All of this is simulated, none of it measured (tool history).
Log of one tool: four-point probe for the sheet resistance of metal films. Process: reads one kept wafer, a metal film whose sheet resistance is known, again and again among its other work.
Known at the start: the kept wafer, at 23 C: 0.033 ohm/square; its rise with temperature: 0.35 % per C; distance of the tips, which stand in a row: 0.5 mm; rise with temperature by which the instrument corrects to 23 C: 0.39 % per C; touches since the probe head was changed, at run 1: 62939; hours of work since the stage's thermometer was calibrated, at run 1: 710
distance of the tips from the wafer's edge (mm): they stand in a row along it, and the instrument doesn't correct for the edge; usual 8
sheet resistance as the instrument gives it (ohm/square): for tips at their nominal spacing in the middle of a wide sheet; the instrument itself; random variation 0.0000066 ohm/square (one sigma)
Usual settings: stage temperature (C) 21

run    hour  stage temperature (C)  distance of the tips from the wafer's edge (mm)  touches since the probe head was changed  hours of work since the stage's thermometer was calibrated  sheet resistance as the instrument gives it (ohm/square)
  1       0                     21                                                8                                     62939                                                         710                                                  0.033032
  2    78.1                     21                                                8                                     65223                                                         771                                                  0.033035
  3   138.5                     21                                                8                                     66987                                                         817                                                  0.033025
  4   249.3                     21                                                8                                     70227                                                         902                                                  0.033001
  5   358.6                     21                                                8                                     73421                                                         987                                                  0.032992
  6   475.6                     21                                                8                                     76843                                                        1077                                                  0.032977
  7   564.9                     19                                                8                                     79454                                                        1146                                                  0.033005
  8   634.7                     19                                                8                                     81493                                                        1199                                                     0.033
      673.3  -- stage's thermometer calibrated
  9   696.3                     21                                               13                                     83281                                                          18                                                  0.032961
 10   796.6                     19                                                8                                     86211                                                          95                                                  0.033018
 11   911.9                     19                                                8                                     89584                                                         184                                                  0.033005
 12   994.1                     21                                               16                                     91987                                                         247                                                  0.032918
 13  1115.4                     21                                               16                                     95532                                                         341                                                  0.032918
 14  1228.7                     21                                                8                                     98845                                                         428                                                  0.032952
 15  1311.4                     21                                               16                                    101261                                                         492                                                  0.032885
 16  1377.6                     21                                                8                                    103196                                                         543                                                  0.032929
 17  1475.9                     21                                                8                                    106070                                                         619                                                  0.032915
 18  1574.5                     21                                                8                                    108953                                                         695                                                  0.032916
     1598.6  -- new probe head fitted
 19  1673.6                     21                                                8                                      2193                                                         770                                                  0.033257
 20  1753.9                     21                                                8                                      4543                                                         832                                                  0.033249
 21  1831.7                     21                                                8                                      6816                                                         892                                                  0.033231
 22  1943.1                     31                                                8                                     10073                                                         978                                                  0.033113
 23  2069.1                     22                                                8                                     13757                                                        1075                                                  0.033199
 24  2136.8                     20                                                3                                     15735                                                        1127                                                  0.033632
 25  2239.2                     23                                                8                                     18729                                                        1206                                                  0.033156
     2269.4  -- stage's thermometer calibrated
 26  2307.3                     23                                                8                                     20705                                                          29                                                  0.033211
 27  2415.1                     31                                                5                                     23857                                                         112                                                  0.033212
 28  2469.3                     22                                                9                                     25442                                                         154                                                  0.033198
 29  2524.7                     30                                                9                                     27060                                                         197                                                  0.033079
 30  2633.6                     27                                               14                                     30245                                                         281                                                  0.033071
 31  2760.3                     28                                                4                                     33949                                                         378                                                   0.03331
 32  2870.4                     28                                                4                                     37167                                                         463                                                  0.033279
 33  2937.2                     30                                                8                                     39120                                                         515                                                   0.03304
 34  3040.9                     30                                                8                                     42152                                                         595                                                  0.033037
 35  3095.4                     26                                               56                                     43744                                                         637                                                   0.03301
 36  3167.1                     25                                               15                                     45841                                                         692                                                  0.033042
 37    3244                     35                                               41                                     48088                                                         751                                                  0.032876
 38  3362.9                     27                                               36                                     51564                                                         843                                                  0.032967
 39  3471.5                     21                                               12                                     54740                                                         926                                                  0.033078
 40  3568.2                     22                                                8                                     57565                                                        1001                                                  0.033085
 41  3678.6                     21                                                8                                     60794                                                        1086                                                  0.033084
 42  3742.2                     27                                               18                                     62652                                                        1135                                                   0.03293
 43  3862.2                     34                                                7                                     66162                                                        1228                                                   0.03291
     3873.1  -- stage's thermometer calibrated
 44  3934.5                     30                                                8                                     68261                                                          47                                                  0.032973
 45  4000.6                     24                                               33                                     70192                                                          98                                                  0.032971

Hidden state at the last listed run before each entry between runs and at the first one after, where it differs:
Between runs 8 and 9: stage's thermometer calibrated (hour 673.3)
  inner tips' distance over the nominal, %: -0.251 -> -0.264; tips' flats over new ones', %: 80 -> 82; wafer's true temperature over the reading, C: -0.38 -> 0.02
  measured less the result without the state, sheet resistance as the instrument gives it (ohm/square): -0.000133 -> -0.000092
Between runs 18 and 19: new probe head fitted (hour 1598.6)
  inner tips' distance over the nominal, %: -0.473 -> 0.528; tips' flats over new ones', %: 106 -> 2; wafer's true temperature over the reading, C: -0.21 -> -0.23
  measured less the result without the state, sheet resistance as the instrument gives it (ohm/square): -0.000193 -> +0.000162
Between runs 25 and 26: stage's thermometer calibrated (hour 2269.4)
  inner tips' distance over the nominal, %: 0.397 -> 0.382; tips' flats over new ones', %: 18 -> 20; wafer's true temperature over the reading, C: -0.38 -> 0.05
  measured less the result without the state, sheet resistance as the instrument gives it (ohm/square): +0.000098 -> +0.000143
Between runs 43 and 44: stage's thermometer calibrated (hour 3873.1)
  inner tips' distance over the nominal, %: 0.006 -> -0.011; tips' flats over new ones', %: 64 -> 66; wafer's true temperature over the reading, C: -0.35 -> -0.11
  measured less the result without the state, sheet resistance as the instrument gives it (ohm/square): -0.000036 -> -0.000016
